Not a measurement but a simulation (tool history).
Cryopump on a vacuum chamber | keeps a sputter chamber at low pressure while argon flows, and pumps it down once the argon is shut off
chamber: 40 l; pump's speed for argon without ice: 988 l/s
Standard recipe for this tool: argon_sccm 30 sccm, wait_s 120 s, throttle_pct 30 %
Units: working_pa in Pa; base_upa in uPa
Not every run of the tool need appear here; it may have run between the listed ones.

{"run": 1, "hour": 0.0, "argon_sccm": 30, "wait_s": 120, "throttle_pct": 30, "working_pa": 0.1827, "base_upa": 1.15}
{"run": 2, "hour": 43.2, "argon_sccm": 30, "wait_s": 120, "throttle_pct": 30, "working_pa": 0.1852, "base_upa": 1.22}
{"run": 3, "hour": 84.9, "argon_sccm": 30, "wait_s": 120, "throttle_pct": 30, "working_pa": 0.1848, "base_upa": 1.21}
{"run": 4, "hour": 153.9, "argon_sccm": 30, "wait_s": 120, "throttle_pct": 30, "working_pa": 0.1885, "base_upa": 1.25}
{"run": 5, "hour": 228.9, "argon_sccm": 30, "wait_s": 120, "throttle_pct": 30, "working_pa": 0.1922, "base_upa": 1.28}
{"run": 6, "hour": 280.0, "argon_sccm": 30, "wait_s": 120, "throttle_pct": 30, "working_pa": 0.193, "base_upa": 1.33}
{"run": 7, "hour": 318.4, "argon_sccm": 30, "wait_s": 120, "throttle_pct": 30, "working_pa": 0.1926, "base_upa": 1.33}
{"hour": 367.9, "done": "pump warmed up, emptied and cooled again"}
{"run": 8, "hour": 377.4, "argon_sccm": 30, "wait_s": 120, "throttle_pct": 30, "working_pa": 0.1716, "base_upa": 1.12}
{"run": 9, "hour": 461.0, "argon_sccm": 30, "wait_s": 120, "throttle_pct": 30, "working_pa": 0.1739, "base_upa": 1.12}
{"run": 10, "hour": 532.6, "argon_sccm": 30, "wait_s": 120, "throttle_pct": 54, "working_pa": 0.0987, "base_upa": 1.14}
{"run": 11, "hour": 620.5, "argon_sccm": 30, "wait_s": 69, "throttle_pct": 54, "working_pa": 0.1015, "base_upa": 1.51}
{"run": 12, "hour": 687.4, "argon_sccm": 30, "wait_s": 53, "throttle_pct": 30, "working_pa": 0.1779, "base_upa": 1.81}
{"run": 13, "hour": 747.8, "argon_sccm": 30, "wait_s": 53, "throttle_pct": 30, "working_pa": 0.1804, "base_upa": 1.79}
{"run": 14, "hour": 793.9, "argon_sccm": 30, "wait_s": 53, "throttle_pct": 30, "working_pa": 0.1809, "base_upa": 1.83}
{"run": 15, "hour": 836.2, "argon_sccm": 30, "wait_s": 120, "throttle_pct": 30, "working_pa": 0.1799, "base_upa": 1.3}
{"run": 16, "hour": 900.2, "argon_sccm": 39, "wait_s": 120, "throttle_pct": 30, "working_pa": 0.2383, "base_upa": 1.34}
{"run": 17, "hour": 981.6, "argon_sccm": 39, "wait_s": 120, "throttle_pct": 30, "working_pa": 0.2397, "base_upa": 1.36}
{"run": 18, "hour": 1023.1, "argon_sccm": 30, "wait_s": 56, "throttle_pct": 30, "working_pa": 0.189, "base_upa": 1.91}
{"run": 19, "hour": 1111.9, "argon_sccm": 50, "wait_s": 107, "throttle_pct": 30, "working_pa": 0.3159, "base_upa": 1.52}
{"run": 20, "hour": 1166.6, "argon_sccm": 15, "wait_s": 107, "throttle_pct": 25, "working_pa": 0.1137, "base_upa": 1.62}
{"run": 21, "hour": 1240.6, "argon_sccm": 15, "wait_s": 205, "throttle_pct": 25, "working_pa": 0.1148, "base_upa": 1.41}
{"run": 22, "hour": 1289.8, "argon_sccm": 48, "wait_s": 93, "throttle_pct": 16, "working_pa": 0.554, "base_upa": 1.76}
{"run": 23, "hour": 1377.6, "argon_sccm": 30, "wait_s": 138, "throttle_pct": 30, "working_pa": 0.1979, "base_upa": 1.68}
{"hour": 1396.9, "done": "pump warmed up, emptied and cooled again"}
{"run": 24, "hour": 1454.2, "argon_sccm": 25, "wait_s": 41, "throttle_pct": 25, "working_pa": 0.1729, "base_upa": 2.15}
{"run": 25, "hour": 1511.1, "argon_sccm": 25, "wait_s": 41, "throttle_pct": 25, "working_pa": 0.1733, "base_upa": 2.07}
{"run": 26, "hour": 1548.8, "argon_sccm": 30, "wait_s": 120, "throttle_pct": 16, "working_pa": 0.3235, "base_upa": 1.35}
{"run": 27, "hour": 1621.7, "argon_sccm": 30, "wait_s": 120, "throttle_pct": 16, "working_pa": 0.327, "base_upa": 1.42}
{"run": 28, "hour": 1666.0, "argon_sccm": 30, "wait_s": 120, "throttle_pct": 16, "working_pa": 0.3266, "base_upa": 1.37}
{"run": 29, "hour": 1704.7, "argon_sccm": 30, "wait_s": 120, "throttle_pct": 41, "working_pa": 0.1318, "base_upa": 1.4}
{"run": 30, "hour": 1743.9, "argon_sccm": 21, "wait_s": 275, "throttle_pct": 43, "working_pa": 0.0882, "base_upa": 1.18}
{"run": 31, "hour": 1807.6, "argon_sccm": 21, "wait_s": 275, "throttle_pct": 43, "working_pa": 0.0897, "base_upa": 1.19}
{"run": 32, "hour": 1852.5, "argon_sccm": 30, "wait_s": 118, "throttle_pct": 52, "working_pa": 0.1098, "base_upa": 1.53}
{"run": 33, "hour": 1910.5, "argon_sccm": 30, "wait_s": 31, "throttle_pct": 33, "working_pa": 0.166, "base_upa": 2.77}
{"run": 34, "hour": 1993.8, "argon_sccm": 16, "wait_s": 173, "throttle_pct": 23, "working_pa": 0.1266, "base_upa": 1.46}

Had the tool no unlogged condition, and each run kept its random variation, what would the results have been?
The hidden state here: pump's speed, % of a pump's without ice; cold plate's temperature, K; leak into the chamber, uPa l/s; drift of the gauge itself on working_pa, %; drift of the gauge itself on base_upa, %.
run=1 working_pa=0.1699 base_upa=0.76
run=2 working_pa=0.1711 base_upa=0.78
run=3 working_pa=0.1696 base_upa=0.76
run=4 working_pa=0.1711 base_upa=0.74
run=5 working_pa=0.1722 base_upa=0.74
run=6 working_pa=0.1717 base_upa=0.75
run=7 working_pa=0.17 base_upa=0.73
run=8 working_pa=0.1706 base_upa=0.76
run=9 working_pa=0.1714 base_upa=0.74
run=10 working_pa=0.0949 base_upa=0.73
run=11 working_pa=0.0958 base_upa=1.07
run=12 working_pa=0.1707 base_upa=1.33
run=13 working_pa=0.1718 base_upa=1.28
run=14 working_pa=0.1713 base_upa=1.29
run=15 working_pa=0.1691 base_upa=0.74
run=16 working_pa=0.2221 base_upa=0.74
run=17 working_pa=0.2207 base_upa=0.72
run=18 working_pa=0.1729 base_upa=1.22
run=19 working_pa=0.2852 base_upa=0.77
run=20 working_pa=0.1035 base_upa=0.82
run=21 working_pa=0.1034 base_upa=0.57
run=22 working_pa=0.5148 base_upa=0.87
run=23 working_pa=0.1703 base_upa=0.71
run=24 working_pa=0.1714 base_upa=1.59
run=25 working_pa=0.1709 base_upa=1.5
run=26 working_pa=0.3199 base_upa=0.74
run=27 working_pa=0.3219 base_upa=0.77
run=28 working_pa=0.3206 base_upa=0.72
run=29 working_pa=0.1251 base_upa=0.74
run=30 working_pa=0.083 base_upa=0.47
run=31 working_pa=0.0835 base_upa=0.46
run=32 working_pa=0.0999 base_upa=0.75
run=33 working_pa=0.1547 base_upa=1.96
run=34 working_pa=0.1195 base_upa=0.62
